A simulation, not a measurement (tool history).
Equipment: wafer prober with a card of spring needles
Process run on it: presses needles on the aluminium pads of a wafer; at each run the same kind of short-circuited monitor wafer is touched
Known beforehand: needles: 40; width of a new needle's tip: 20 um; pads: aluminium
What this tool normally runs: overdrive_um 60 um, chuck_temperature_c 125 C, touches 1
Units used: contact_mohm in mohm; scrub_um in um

| run | hour | overdrive_um | chuck_temperature_c | touches | contact_mohm | scrub_um |
|---|---|---|---|---|---|---|
| 1 | 0.0 | 60 | 125 | 1 | 295 | 10.30 |
|  | 23.1 | tips cleaned on abrasive film |
|  | 49.8 | tips cleaned on abrasive film |
| 2 | 51.0 | 60 | 125 | 1 | 251 | 10.24 |
|  | 78.9 | tips cleaned on abrasive film |
|  | 108.9 | tips cleaned on abrasive film |
| 3 | 110.1 | 60 | 31 | 1 | 245 | 10.30 |
|  | 136.4 | tips cleaned on abrasive film |
| 4 | 139.8 | 60 | 125 | 1 | 270 | 10.29 |
|  | 164.0 | tips cleaned on abrasive film |
| 5 | 185.5 | 60 | 125 | 1 | 389 | 10.26 |
|  | 191.4 | tips cleaned on abrasive film |
|  | 219.9 | tips cleaned on abrasive film |
| 6 | 245.6 | 60 | 125 | 1 | 411 | 10.26 |
|  | 249.6 | tips cleaned on abrasive film |
|  | 276.1 | height of the first contact set anew |
|  | 281.0 | tips cleaned on abrasive film |
| 7 | 287.7 | 60 | 125 | 1 | 298 | 11.12 |
|  | 309.7 | tips cleaned on abrasive film |
| 8 | 326.0 | 60 | 125 | 1 | 361 | 11.08 |
|  | 340.0 | tips cleaned on abrasive film |
|  | 367.7 | tips cleaned on abrasive film |
| 9 | 387.6 | 60 | 125 | 1 | 370 | 10.96 |
|  | 396.1 | tips cleaned on abrasive film |
|  | 423.9 | tips cleaned on abrasive film |
| 10 | 439.6 | 60 | 125 | 1 | 344 | 10.94 |
|  | 451.1 | tips cleaned on abrasive film |
|  | 477.6 | tips cleaned on abrasive film |
| 11 | 477.6 | 60 | 125 | 1 | 244 | 11.00 |
|  | 506.2 | tips cleaned on abrasive film |
|  | 535.2 | tips cleaned on abrasive film |
| 12 | 535.2 | 60 | 125 | 1 | 242 | 10.96 |
|  | 563.3 | tips cleaned on abrasive film |
| 13 | 581.6 | 60 | 125 | 3 | 279 | 10.89 |
|  | 590.7 | tips cleaned on abrasive film |
|  | 617.2 | tips cleaned on abrasive film |
| 14 | 627.2 | 60 | 125 | 3 | 266 | 10.86 |
|  | 645.1 | tips cleaned on abrasive film |
| 15 | 662.0 | 60 | 125 | 3 | 278 | 10.80 |
|  | 674.3 | tips cleaned on abrasive film |
|  | 700.8 | tips cleaned on abrasive film |
| 16 | 707.7 | 77 | 125 | 3 | 234 | 13.86 |
|  | 727.6 | tips cleaned on abrasive film |
| 17 | 747.5 | 52 | 125 | 1 | 435 | 9.29 |
|  | 756.9 | tips cleaned on abrasive film |
|  | 787.8 | tips cleaned on abrasive film |
| 18 | 794.5 | 57 | 125 | 2 | 289 | 10.16 |
|  | 818.7 | tips cleaned on abrasive film |
| 19 | 843.6 | 60 | 125 | 2 | 328 | 10.61 |
|  | 847.7 | tips cleaned on abrasive film |
|  | 875.8 | tips cleaned on abrasive film |
| 20 | 892.3 | 76 | 107 | 1 | 306 | 13.53 |
|  | 903.1 | tips cleaned on abrasive film |
|  | 932.7 | tips cleaned on abrasive film |
| 21 | 932.7 | 72 | 83 | 1 | 229 | 12.85 |
|  | 962.3 | tips cleaned on abrasive film |
| 22 | 963.8 | 72 | 103 | 1 | 250 | 12.81 |
|  | 989.6 | tips cleaned on abrasive film |
|  | 1018.4 | tips cleaned on abrasive film |
| 23 | 1026.5 | 42 | 109 | 1 | 455 | 7.26 |
|  | 1048.6 | tips cleaned on abrasive film |
| 24 | 1067.8 | 57 | 109 | 1 | 395 | 10.10 |
|  | 1079.3 | tips cleaned on abrasive film |
| 25 | 1094.2 | 60 | 125 | 2 | 316 | 10.46 |
|  | 1106.7 | tips cleaned on abrasive film |
| 26 | 1124.7 | 60 | 38 | 3 | 272 | 10.55 |
|  | 1137.3 | tips cleaned on abrasive film |
|  | 1164.3 | tips cleaned on abrasive film |
| 27 | 1167.3 | 60 | 38 | 3 | 226 | 10.36 |
|  | 1195.4 | tips cleaned on abrasive film |
| 28 | 1214.3 | 53 | 39 | 2 | 348 | 9.06 |
|  | 1222.0 | tips cleaned on abrasive film |
|  | 1249.6 | tips cleaned on abrasive film |
| 29 | 1249.6 | 42 | 46 | 1 | 250 | 6.97 |
|  | 1276.2 | tips cleaned on abrasive film |
| 30 | 1277.8 | 50 | 46 | 1 | 258 | 8.48 |
|  | 1304.9 | tips cleaned on abrasive film |
|  | 1331.6 | tips cleaned on abrasive film |
| 31 | 1333.3 | 50 | 46 | 1 | 282 | 8.41 |

What if the next run were any one of these 3? Each begins from the tool's condition after run 31:
|  | 1360.4 | tips cleaned on abrasive film |
| A | 1384.3 | 60 | 118 | 2 | ? | ? |
|  | 1360.4 | tips cleaned on abrasive film |
| B | 1384.3 | 60 | 44 | 2 | ? | ? |
|  | 1360.4 | tips cleaned on abrasive film |
| C | 1384.3 | 43 | 36 | 1 | ? | ? |

| run | contact_mohm | scrub_um |
|---|---|---|
| A | 348 | 10.31 |
| B | 338 | 10.40 |
| C | 670 | 7.18 |
The same runs, with their run-to-run variation unchanged, on a tool lacking any hidden condition would have given:
| run | contact_mohm | scrub_um |
|---|---|---|
| A | 223 | 11.11 |
| B | 201 | 11.19 |
| C | 211 | 7.97 |
